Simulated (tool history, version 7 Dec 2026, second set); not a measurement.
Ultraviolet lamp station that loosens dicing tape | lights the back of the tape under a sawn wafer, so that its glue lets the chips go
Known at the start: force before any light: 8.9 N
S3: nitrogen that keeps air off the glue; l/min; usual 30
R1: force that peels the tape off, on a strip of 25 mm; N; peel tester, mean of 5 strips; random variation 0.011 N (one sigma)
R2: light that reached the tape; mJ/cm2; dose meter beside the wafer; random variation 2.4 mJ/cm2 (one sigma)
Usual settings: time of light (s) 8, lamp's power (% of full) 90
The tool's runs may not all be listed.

run 1 day=0.000 | time_of_light_(s)=8 lamp's_power_(%_of_full)=90 S3=30 | R1=0.734 R2=216
run 2 day=0.367 | time_of_light_(s)=8 lamp's_power_(%_of_full)=90 S3=25 | R1=0.846 R2=216
run 3 day=0.954 | time_of_light_(s)=8 lamp's_power_(%_of_full)=90 S3=25 | R1=0.834 R2=214
run 4 day=1.650 | time_of_light_(s)=8 lamp's_power_(%_of_full)=89 S3=25 | R1=0.864 R2=213
run 5 day=2.254 | time_of_light_(s)=8 lamp's_power_(%_of_full)=89 S3=25 | R1=0.848 R2=212
run 6 day=2.667 | time_of_light_(s)=8 lamp's_power_(%_of_full)=89 S3=25 | R1=0.849 R2=214
run 7 day=3.346 | time_of_light_(s)=8 lamp's_power_(%_of_full)=89 S3=10 | R1=1.610 R2=212
run 8 day=3.721 | time_of_light_(s)=8 lamp's_power_(%_of_full)=89 S3=10 | R1=1.599 R2=212
run 9 day=4.033 | time_of_light_(s)=8 lamp's_power_(%_of_full)=61 S3=30 | R1=1.557 R2=146
run 10 day=4.562 | time_of_light_(s)=8 lamp's_power_(%_of_full)=90 S3=30 | R1=0.749 R2=208
run 11 day=5.121 | time_of_light_(s)=8 lamp's_power_(%_of_full)=90 S3=30 | R1=0.744 R2=213
run 12 day=5.542 | time_of_light_(s)=8 lamp's_power_(%_of_full)=90 S3=30 | R1=0.780 R2=208
run 13 day=6.083 | time_of_light_(s)=8 lamp's_power_(%_of_full)=62 S3=30 | R1=1.516 R2=143
run 14 day=6.554 | time_of_light_(s)=8 lamp's_power_(%_of_full)=76 S3=30 | R1=1.062 R2=179
run 15 day=6.867 | time_of_light_(s)=8 lamp's_power_(%_of_full)=76 S3=30 | R1=1.063 R2=179
-- day=7.088 window cleaned of glue's vapour
run 16 day=7.200 | time_of_light_(s)=8 lamp's_power_(%_of_full)=76 S3=30 | R1=0.865 R2=195
run 17 day=7.546 | time_of_light_(s)=8 lamp's_power_(%_of_full)=90 S3=30 | R1=0.624 R2=235
run 18 day=8.046 | time_of_light_(s)=8 lamp's_power_(%_of_full)=90 S3=30 | R1=0.614 R2=235
run 19 day=8.712 | time_of_light_(s)=10 lamp's_power_(%_of_full)=90 S3=30 | R1=0.402 R2=291
run 20 day=9.117 | time_of_light_(s)=10 lamp's_power_(%_of_full)=90 S3=30 | R1=0.407 R2=288
run 21 day=9.725 | time_of_light_(s)=10 lamp's_power_(%_of_full)=90 S3=30 | R1=0.413 R2=290
run 22 day=10.342 | time_of_light_(s)=8 lamp's_power_(%_of_full)=90 S3=30 | R1=0.620 R2=231
run 23 day=10.654 | time_of_light_(s)=5 lamp's_power_(%_of_full)=90 S3=30 | R1=1.525 R2=143
run 24 day=11.117 | time_of_light_(s)=5 lamp's_power_(%_of_full)=90 S3=30 | R1=1.558 R2=144
run 25 day=11.538 | time_of_light_(s)=5 lamp's_power_(%_of_full)=90 S3=30 | R1=1.583 R2=145
run 26 day=12.000 | time_of_light_(s)=13 lamp's_power_(%_of_full)=61 S3=11 | R1=1.062 R2=255
run 27 day=12.621 | time_of_light_(s)=8 lamp's_power_(%_of_full)=66 S3=24 | R1=1.319 R2=164
run 28 day=13.179 | time_of_light_(s)=6 lamp's_power_(%_of_full)=69 S3=15 | R1=2.504 R2=132
run 29 day=13.788 | time_of_light_(s)=5 lamp's_power_(%_of_full)=62 S3=46 | R1=2.293 R2=98
run 30 day=14.404 | time_of_light_(s)=14 lamp's_power_(%_of_full)=68 S3=37 | R1=0.338 R2=299
run 31 day=15.004 | time_of_light_(s)=5 lamp's_power_(%_of_full)=84 S3=46 | R1=1.372 R2=132
run 32 day=15.450 | time_of_light_(s)=5 lamp's_power_(%_of_full)=84 S3=46 | R1=1.390 R2=129
run 33 day=15.779 | time_of_light_(s)=13 lamp's_power_(%_of_full)=94 S3=19 | R1=0.334 R2=380
run 34 day=16.183 | time_of_light_(s)=9 lamp's_power_(%_of_full)=70 S3=19 | R1=1.157 R2=197
run 35 day=16.775 | time_of_light_(s)=9 lamp's_power_(%_of_full)=70 S3=19 | R1=1.196 R2=193
run 36 day=17.258 | time_of_light_(s)=10 lamp's_power_(%_of_full)=70 S3=40 | R1=0.596 R2=221
run 37 day=17.608 | time_of_light_(s)=10 lamp's_power_(%_of_full)=70 S3=40 | R1=0.611 R2=218
run 38 day=17.950 | time_of_light_(s)=5 lamp's_power_(%_of_full)=90 S3=22 | R1=1.936 R2=139
run 39 day=18.342 | time_of_light_(s)=5 lamp's_power_(%_of_full)=90 S3=24 | R1=1.871 R2=137
run 40 day=18.692 | time_of_light_(s)=8 lamp's_power_(%_of_full)=95 S3=38 | R1=0.512 R2=234
run 41 day=19.062 | time_of_light_(s)=8 lamp's_power_(%_of_full)=95 S3=38 | R1=0.537 R2=235
run 42 day=19.767 | time_of_light_(s)=6 lamp's_power_(%_of_full)=75 S3=30 | R1=1.688 R2=139
run 43 day=20.421 | time_of_light_(s)=6 lamp's_power_(%_of_full)=75 S3=30 | R1=1.621 R2=140

The same runs without the tool's hidden state, with the same run-to-run variation:
The hidden state here: lamp's light, % of a new lamp's; light that the window lets through, % of a clean one's; drift of the gauge itself on peel_n, %; drift of the gauge itself on dose_mj_cm2, %.
run=1 R1=0.529 R2=254
run=2 R1=0.610 R2=255
run=3 R1=0.592 R2=253
run=4 R1=0.613 R2=253
run=5 R1=0.596 R2=253
run=6 R1=0.594 R2=256
run=7 R1=1.184 R2=255
run=8 R1=1.170 R2=254
run=9 R1=1.130 R2=176
run=10 R1=0.514 R2=251
run=11 R1=0.504 R2=258
run=12 R1=0.531 R2=253
run=13 R1=1.076 R2=174
run=14 R1=0.719 R2=218
run=15 R1=0.721 R2=218
run=16 R1=0.733 R2=213
run=17 R1=0.527 R2=255
run=18 R1=0.514 R2=256
run=19 R1=0.343 R2=319
run=20 R1=0.347 R2=317
run=21 R1=0.349 R2=320
run=22 R1=0.505 R2=255
run=23 R1=1.285 R2=158
run=24 R1=1.308 R2=159
run=25 R1=1.323 R2=162
run=26 R1=0.866 R2=284
run=27 R1=1.080 R2=184
run=28 R1=2.162 R2=148
run=29 R1=1.945 R2=110
run=30 R1=0.285 R2=338
run=31 R1=1.102 R2=149
run=32 R1=1.114 R2=147
run=33 R1=0.279 R2=432
run=34 R1=0.906 R2=225
run=35 R1=0.931 R2=221
run=36 R1=0.456 R2=253
run=37 R1=0.466 R2=249
run=38 R1=1.562 R2=160
run=39 R1=1.498 R2=158
run=40 R1=0.388 R2=270
run=41 R1=0.406 R2=271
run=42 R1=1.316 R2=161
run=43 R1=1.258 R2=163
